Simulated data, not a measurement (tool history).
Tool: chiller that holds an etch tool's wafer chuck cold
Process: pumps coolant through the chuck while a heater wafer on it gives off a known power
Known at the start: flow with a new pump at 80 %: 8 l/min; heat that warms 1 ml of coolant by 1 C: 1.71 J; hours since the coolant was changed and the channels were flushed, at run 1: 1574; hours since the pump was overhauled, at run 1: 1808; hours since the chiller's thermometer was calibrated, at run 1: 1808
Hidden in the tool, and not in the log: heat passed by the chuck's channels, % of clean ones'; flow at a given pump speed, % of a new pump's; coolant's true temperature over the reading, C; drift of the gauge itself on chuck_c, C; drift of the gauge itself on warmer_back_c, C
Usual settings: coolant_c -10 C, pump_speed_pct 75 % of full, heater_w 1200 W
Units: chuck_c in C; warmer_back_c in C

run,hour,coolant_c,pump_speed_pct,heater_w,hours since the coolant was changed and the channels were flushed,hours since the pump was overhauled,hours since the chiller's thermometer was calibrated,chuck_c,warmer_back_c
1,0.0,-10,75,1200,1574,1808,1808,4.6,5.63
2,32.9,-10,75,1200,1607,1840,1840,4.4,5.53
3,79.7,-10,75,1200,1654,1887,1887,4.4,5.55
4,121.7,-10,75,1200,1696,1929,1929,4.7,5.55
5,155.1,-10,75,1200,1729,1963,1963,4.5,5.50
6,197.1,-10,75,1200,1771,2005,2005,4.6,5.55
7,221.0,-11,75,1200,1795,2029,2029,3.7,5.53
8,277.6,-11,75,1200,1852,2085,2085,3.6,5.51
9,308.9,-10,98,1200,1883,2116,2116,2.2,4.24
10,345.9,-10,98,1200,1920,2153,2153,2.2,4.24
11,374.1,-10,98,1200,1948,2182,2182,2.3,4.28
12,426.4,-10,98,1200,2000,2234,2234,2.2,4.21
13,454.5,-10,90,1174,2028,2262,2262,2.8,4.37
14,485.7,-10,75,1044,2060,2293,2293,2.6,4.71
15,536.6,-4,91,1459,2111,2344,2344,11.6,5.50
16,572.5,-17,75,1200,2146,2380,2380,-2.4,5.43
17,597.7,-1,60,1660,2172,2405,2405,22.4,9.44
18,656.3,-6,77,681,2230,2464,2464,2.0,2.95

The next listed run, before its measurement:
19,693.0,-6,77,681,2267,2501,2501,?,?

chuck_c: 2.1 C
warmer_back_c: 2.89 C
Without the tool's hidden state the same run would have given chuck_c 2.1 C, warmer_back_c 3.09 C.
